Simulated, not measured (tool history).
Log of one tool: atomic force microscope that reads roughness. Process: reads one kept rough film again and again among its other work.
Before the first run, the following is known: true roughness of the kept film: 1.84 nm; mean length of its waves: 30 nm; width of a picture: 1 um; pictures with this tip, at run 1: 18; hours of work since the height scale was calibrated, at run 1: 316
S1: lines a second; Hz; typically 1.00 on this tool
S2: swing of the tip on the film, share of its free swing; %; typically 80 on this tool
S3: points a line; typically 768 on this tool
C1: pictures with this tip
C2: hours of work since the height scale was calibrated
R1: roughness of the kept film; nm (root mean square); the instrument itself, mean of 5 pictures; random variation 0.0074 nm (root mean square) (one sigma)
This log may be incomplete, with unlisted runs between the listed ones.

| run | hour | S1 | S2 | S3 | C1 | C2 | R1 |
|---|---|---|---|---|---|---|---|
| 1 | 0.0 | 1.00 | 80 | 768 | 18 | 316 | 1.537 |
| 2 | 9.1 | 1.00 | 80 | 768 | 35 | 322 | 1.530 |
| 3 | 21.4 | 1.00 | 88 | 768 | 59 | 330 | 1.438 |
| 4 | 37.2 | 0.78 | 80 | 768 | 89 | 340 | 1.514 |
|  | 42.8 | new tip fitted |
| 5 | 54.9 | 0.78 | 80 | 768 | 23 | 351 | 1.564 |
| 6 | 70.5 | 0.78 | 80 | 768 | 52 | 361 | 1.557 |
| 7 | 82.6 | 1.00 | 80 | 768 | 76 | 368 | 1.499 |
|  | 95.9 | new tip fitted |
| 8 | 99.2 | 1.00 | 80 | 768 | 7 | 379 | 1.552 |
| 9 | 111.4 | 1.00 | 80 | 768 | 30 | 386 | 1.542 |
| 10 | 130.4 | 1.00 | 80 | 768 | 66 | 398 | 1.501 |
|  | 147.9 | new tip fitted |
| 11 | 148.9 | 1.00 | 80 | 768 | 2 | 410 | 1.558 |
| 12 | 167.4 | 1.00 | 80 | 768 | 37 | 422 | 1.518 |
| 13 | 182.1 | 1.00 | 80 | 408 | 65 | 431 | 1.496 |
| 14 | 196.0 | 1.00 | 80 | 771 | 92 | 440 | 1.462 |
|  | 199.8 | new tip fitted |
| 15 | 215.5 | 1.00 | 80 | 771 | 30 | 452 | 1.533 |
| 16 | 237.2 | 1.00 | 80 | 768 | 71 | 465 | 1.491 |
|  | 252.2 | new tip fitted |
| 17 | 255.4 | 1.00 | 80 | 768 | 6 | 477 | 1.558 |
| 18 | 271.8 | 1.64 | 80 | 768 | 38 | 487 | 1.432 |
| 19 | 291.0 | 1.00 | 80 | 768 | 74 | 499 | 1.486 |
|  | 304.6 | new tip fitted |
| 20 | 309.3 | 1.00 | 80 | 332 | 9 | 511 | 1.549 |
| 21 | 322.2 | 1.00 | 80 | 332 | 34 | 519 | 1.508 |
| 22 | 338.8 | 0.69 | 77 | 768 | 66 | 529 | 1.569 |
|  | 356.1 | new tip fitted |
| 23 | 358.4 | 3.56 | 87 | 418 | 4 | 542 | 1.096 |
| 24 | 370.6 | 3.56 | 76 | 1007 | 27 | 549 | 1.288 |
| 25 | 387.2 | 3.56 | 76 | 1007 | 59 | 560 | 1.251 |
| 26 | 405.9 | 1.89 | 74 | 276 | 95 | 572 | 1.398 |
|  | 408.1 | new tip fitted |
| 27 | 425.5 | 3.56 | 75 | 768 | 33 | 584 | 1.289 |
| 28 | 438.7 | 3.56 | 85 | 461 | 59 | 592 | 1.088 |
| 29 | 450.8 | 1.00 | 80 | 882 | 82 | 600 | 1.492 |
|  | 460.1 | new tip fitted |
| 30 | 471.6 | 1.00 | 80 | 882 | 22 | 613 | 1.537 |
| 31 | 489.5 | 0.78 | 87 | 588 | 56 | 624 | 1.499 |
| 32 | 506.8 | 1.18 | 87 | 461 | 89 | 635 | 1.386 |
|  | 512.2 | new tip fitted |
| 33 | 518.8 | 1.18 | 87 | 461 | 13 | 642 | 1.440 |
| 34 | 529.8 | 1.18 | 87 | 461 | 34 | 649 | 1.433 |
| 35 | 540.2 | 1.18 | 87 | 461 | 54 | 656 | 1.419 |
| 36 | 556.0 | 1.00 | 81 | 768 | 84 | 666 | 1.469 |
|  | 564.6 | new tip fitted |
| 37 | 571.7 | 1.00 | 61 | 768 | 13 | 676 | 1.654 |
| 38 | 582.8 | 1.00 | 61 | 768 | 34 | 683 | 1.641 |
| 39 | 601.3 | 1.00 | 70 | 383 | 70 | 694 | 1.550 |
|  | 617.8 | new tip fitted |
| 40 | 618.3 | 1.04 | 68 | 997 | 1 | 705 | 1.631 |

Alternative continuations, all from the tool just after run 40; predict every row:
| A | 628.4 | 1.00 | 80 | 277 | 20 | 711 | ? |
| B | 628.4 | 1.04 | 68 | 339 | 20 | 711 | ? |
| C | 628.4 | 1.67 | 80 | 768 | 20 | 711 | ? |

| run | R1 |
|---|---|
| A | 1.519 |
| B | 1.600 |
| C | 1.437 |
With no hidden state in the tool, these same runs would have given:
| run | R1 |
|---|---|
| A | 1.531 |
| B | 1.612 |
| C | 1.449 |

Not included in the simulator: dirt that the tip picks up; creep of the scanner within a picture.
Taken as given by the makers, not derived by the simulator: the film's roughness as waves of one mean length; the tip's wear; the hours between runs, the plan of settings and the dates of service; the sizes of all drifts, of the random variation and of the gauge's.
